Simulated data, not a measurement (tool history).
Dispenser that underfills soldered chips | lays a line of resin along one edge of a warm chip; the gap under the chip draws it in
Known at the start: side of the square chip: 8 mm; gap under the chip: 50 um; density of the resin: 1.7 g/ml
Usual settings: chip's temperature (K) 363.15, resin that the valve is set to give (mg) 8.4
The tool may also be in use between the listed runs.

run	hour	chip's temperature (K)	resin that the valve is set to give (mg)	time until the resin shows at the far edge (s)	resin that the valve gave (mg)
1	0	363.15	8.4	51.8	8.29
# hour 3.7: new syringe of resin
2	5.2	363.15	8.4	41.2	8.3
3	7.8	363.15	8.4	42.5	8.36
4	12.9	363.15	8.4	46.9	8.35
5	17.1	373.15	8.4	37.7	8.28
# hour 19.3: new syringe of resin
6	21	366.15	8.4	36.4	8.27
7	25.9	367.15	10.15	38.4	10.02
8	29.9	356.15	7.78	63.2	7.66
# hour 35: new syringe of resin
9	35.5	356.15	7.78	52	7.71
10	38.5	356.15	7.78	55.1	7.63
11	41	378.15	8.91	26.7	8.7

Forecast run 12:
12	43.6	374.15	8.32	?	?

Run 12 gave time until the resin shows at the far edge (s) 32.4, resin that the valve gave (mg) 8.07.
Without the tool's hidden state the same run would have given time until the resin shows at the far edge (s) 26.8, resin that the valve gave (mg) 8.25.
